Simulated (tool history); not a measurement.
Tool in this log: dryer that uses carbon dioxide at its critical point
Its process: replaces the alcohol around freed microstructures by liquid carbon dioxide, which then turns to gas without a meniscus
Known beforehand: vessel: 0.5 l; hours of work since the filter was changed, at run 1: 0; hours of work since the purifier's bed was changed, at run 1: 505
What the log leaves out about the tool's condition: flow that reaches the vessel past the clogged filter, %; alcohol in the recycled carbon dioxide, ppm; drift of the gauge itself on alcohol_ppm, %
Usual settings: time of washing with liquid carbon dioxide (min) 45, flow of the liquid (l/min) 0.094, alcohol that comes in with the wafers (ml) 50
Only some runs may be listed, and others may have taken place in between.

run     day  time of washing with liquid carbon dioxide (min)  flow of the liquid (l/min)  alcohol that comes in with the wafers (ml)  hours of work since the filter was changed  hours of work since the purifier's bed was changed  alcohol left in the vessel before it's heated (ppm by volume)
  1       0                                                45                       0.094                                          50                                           0                                                 505                                                            275
  2   1.688                                                45                       0.094                                          50                                          23                                                 527                                                            284
  3   3.283                                                45                      0.0609                                          50                                          44                                                 549                                                           2073
  4   4.792                                                45                       0.094                                          50                                          65                                                 569                                                            351
  5   6.238                                                45                      0.1029                                          50                                          84                                                 589                                                            243
  6   7.746                                                45                       0.094                                         102                                         105                                                 609                                                            669
  7   8.608                                                45                       0.094                                          25                                         116                                                 621                                                            270
  8   9.383                                                45                       0.094                                          25                                         127                                                 631                                                            272
  9  10.288                                                45                       0.094                                          46                                         139                                                 643                                                            437
 10  11.942                                                45                       0.094                                          46                                         161                                                 666                                                            465
 11  13.562                                                45                       0.094                                          46                                         183                                                 688                                                            489
 12  15.217                                                45                       0.094                                         104                                         205                                                 710                                                           1047
 13  16.742                                                45                      0.0881                                         111                                         226                                                 731                                                           1598
     17.454  -- inlet filter changed
 14  17.512                                                45                      0.1254                                          50                                           1                                                 740                                                            162
 15  18.908                                                39                      0.1079                                          49                                          20                                                 759                                                            337
 16  20.483                                                53                      0.1433                                          25                                          41                                                 781                                                            160
 17  21.979                                                53                      0.0743                                          34                                          61                                                 801                                                            410
 18  23.017                                                45                      0.0644                                         107                                          75                                                 815                                                           3923
 19  23.858                                                59                       0.094                                          50                                          86                                                 826                                                            198

Below are 4 alternative next runs, each starting from the tool's condition after run 19. Predict each:
  A  24.608                                                30                       0.094                                          50                                          97                                                 836                                                              ?
  B  24.608                                                45                      0.1326                                         117                                          97                                                 836                                                              ?
  C  24.608                                                57                      0.1535                                          46                                          97                                                 836                                                              ?
  D  24.608                                                37                      0.0692                                          50                                          97                                                 836                                                              ?

run  alcohol left in the vessel before it's heated (ppm by volume)
  A                                                           2131
  B                                                            208
  C                                                            159
  D                                                           3043
With no hidden state in the tool, these same runs would have given:
run  alcohol left in the vessel before it's heated (ppm by volume)
  A                                                           1458
  B                                                             32
  C                                                              3
  D                                                           2202
